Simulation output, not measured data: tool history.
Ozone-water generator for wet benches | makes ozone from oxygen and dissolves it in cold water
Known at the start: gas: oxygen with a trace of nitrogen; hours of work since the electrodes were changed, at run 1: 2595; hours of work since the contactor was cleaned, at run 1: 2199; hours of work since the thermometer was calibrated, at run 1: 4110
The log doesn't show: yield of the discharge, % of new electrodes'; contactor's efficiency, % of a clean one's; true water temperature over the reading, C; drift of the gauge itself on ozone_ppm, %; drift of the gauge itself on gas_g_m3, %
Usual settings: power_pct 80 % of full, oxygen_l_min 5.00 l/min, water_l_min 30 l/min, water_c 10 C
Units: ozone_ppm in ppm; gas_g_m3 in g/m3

| run | hour | power_pct | oxygen_l_min | water_l_min | water_c | hours of work since the electrodes were changed | hours of work since the contactor was cleaned | hours of work since the thermometer was calibrated | ozone_ppm | gas_g_m3 |
|---|---|---|---|---|---|---|---|---|---|---|
| 1 | 0.0 | 80 | 5.00 | 30 | 10 | 2595 | 2199 | 4110 | 28.9 | 284.1 |
| 2 | 201.6 | 80 | 5.00 | 30 | 10 | 2796 | 2400 | 4311 | 29.1 | 285.5 |
| 3 | 347.9 | 80 | 5.00 | 30 | 10 | 2942 | 2546 | 4457 | 28.9 | 288.4 |
| 4 | 472.3 | 80 | 5.00 | 30 | 10 | 3066 | 2669 | 4580 | 29.0 | 283.9 |
| 5 | 573.5 | 80 | 5.00 | 30 | 10 | 3166 | 2770 | 4681 | 29.3 | 284.4 |
| 6 | 681.4 | 80 | 5.00 | 30 | 10 | 3274 | 2878 | 4789 | 29.4 | 285.3 |
| 7 | 876.9 | 80 | 5.00 | 30 | 10 | 3468 | 3072 | 4983 | 29.0 | 282.8 |
|  | 978.8 | water thermometer calibrated |
| 8 | 1100.4 | 80 | 5.00 | 30 | 10 | 3691 | 3294 | 121 | 29.3 | 286.8 |
| 9 | 1208.5 | 80 | 5.00 | 30 | 10 | 3798 | 3402 | 229 | 28.9 | 286.0 |
|  | 1254.2 | contactor cleaned |
| 10 | 1401.1 | 80 | 5.00 | 30 | 10 | 3986 | 146 | 417 | 29.2 | 287.0 |
| 11 | 1501.4 | 50 | 5.00 | 30 | 10 | 4086 | 246 | 516 | 21.3 | 211.8 |
| 12 | 1683.8 | 80 | 5.00 | 30 | 7 | 4267 | 428 | 698 | 30.1 | 286.8 |
| 13 | 1901.6 | 80 | 5.00 | 30 | 7 | 4484 | 645 | 915 | 29.5 | 290.6 |
| 14 | 2117.4 | 80 | 8.87 | 30 | 7 | 4699 | 860 | 1130 | 32.2 | 210.1 |
| 15 | 2343.8 | 80 | 5.00 | 30 | 13 | 4925 | 1085 | 1355 | 28.1 | 285.2 |
| 16 | 2439.0 | 80 | 5.00 | 30 | 13 | 5019 | 1180 | 1450 | 27.9 | 289.5 |
| 17 | 2664.8 | 52 | 5.00 | 30 | 10 | 5244 | 1405 | 1675 | 22.0 | 217.3 |
| 18 | 2850.1 | 52 | 5.00 | 30 | 10 | 5429 | 1589 | 1859 | 21.9 | 217.1 |
| 19 | 2948.7 | 52 | 2.71 | 30 | 12 | 5527 | 1687 | 1958 | 19.0 | 303.7 |
| 20 | 3047.3 | 80 | 5.00 | 34 | 10 | 5625 | 1786 | 2056 | 26.2 | 289.6 |
| 21 | 3175.3 | 80 | 5.00 | 20 | 5 | 5753 | 1913 | 2183 | 41.9 | 287.6 |
| 22 | 3361.7 | 80 | 5.00 | 20 | 5 | 5938 | 2099 | 2369 | 42.0 | 289.8 |
| 23 | 3577.6 | 95 | 4.98 | 30 | 10 | 6153 | 2314 | 2584 | 32.6 | 322.0 |
| 24 | 3739.4 | 89 | 5.45 | 30 | 11 | 6314 | 2475 | 2745 | 31.2 | 299.9 |
| 25 | 3928.6 | 79 | 5.00 | 29 | 10 | 6503 | 2663 | 2933 | 29.7 | 288.7 |
|  | 3963.5 | gauge calibrated |
| 26 | 4038.9 | 80 | 5.00 | 26 | 10 | 6613 | 2773 | 3043 | 32.4 | 281.7 |
|  | 4059.9 | electrodes of the discharge changed |
| 27 | 4166.4 | 41 | 5.00 | 25 | 10 | 106 | 2894 | 3164 | 22.1 | 184.9 |
| 28 | 4386.2 | 41 | 5.00 | 25 | 10 | 325 | 3113 | 3383 | 21.6 | 184.1 |
| 29 | 4494.0 | 94 | 2.81 | 29 | 6 | 432 | 3220 | 3490 | 29.8 | 430.5 |

Run 30 comes next. What will it give?
| 30 | 4657.0 | 94 | 2.81 | 29 | 6 | 595 | 3382 | 3653 | ? | ? |

{"run 30": {"ozone_ppm": 30.0, "gas_g_m3": 431.7}}
Without the tool's hidden state the same run would have given ozone_ppm 30.0 ppm, gas_g_m3 429.8 g/m3.

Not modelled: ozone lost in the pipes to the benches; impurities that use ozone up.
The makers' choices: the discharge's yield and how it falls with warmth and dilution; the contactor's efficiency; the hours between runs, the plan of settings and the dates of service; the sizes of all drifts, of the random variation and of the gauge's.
